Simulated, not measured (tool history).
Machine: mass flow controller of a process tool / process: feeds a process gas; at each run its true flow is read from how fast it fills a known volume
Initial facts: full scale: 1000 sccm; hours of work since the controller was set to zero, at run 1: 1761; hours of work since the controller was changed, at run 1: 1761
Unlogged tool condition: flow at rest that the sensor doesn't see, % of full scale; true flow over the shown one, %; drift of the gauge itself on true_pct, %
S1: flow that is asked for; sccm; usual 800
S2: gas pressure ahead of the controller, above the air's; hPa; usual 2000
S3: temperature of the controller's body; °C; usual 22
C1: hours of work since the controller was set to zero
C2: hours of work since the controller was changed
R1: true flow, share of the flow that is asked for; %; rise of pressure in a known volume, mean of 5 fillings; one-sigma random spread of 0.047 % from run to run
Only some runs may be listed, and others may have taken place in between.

run   hour   S1    S2  S3    C1    C2     R1
  1      0  800  2000  22  1761  1761  99.87
  2   74.7  800  2000  22  1813  1813  99.81
  3    117  800  2000  22  1843  1843  99.83
  4  202.3  800  2000  22  1903  1903  99.88
  5  289.6  333  2000  22  1965  1965  99.22
  6  338.6  333  2000  22  1999  1999  99.13

What does the tool deliver on the next run?
  7  431.5  333  2000  22  2064  2064   ?

Logged for run 7: R1 99.14 %.
With the hidden condition absent and the run-to-run variation left alone, this run would have shown R1 99.98 %.

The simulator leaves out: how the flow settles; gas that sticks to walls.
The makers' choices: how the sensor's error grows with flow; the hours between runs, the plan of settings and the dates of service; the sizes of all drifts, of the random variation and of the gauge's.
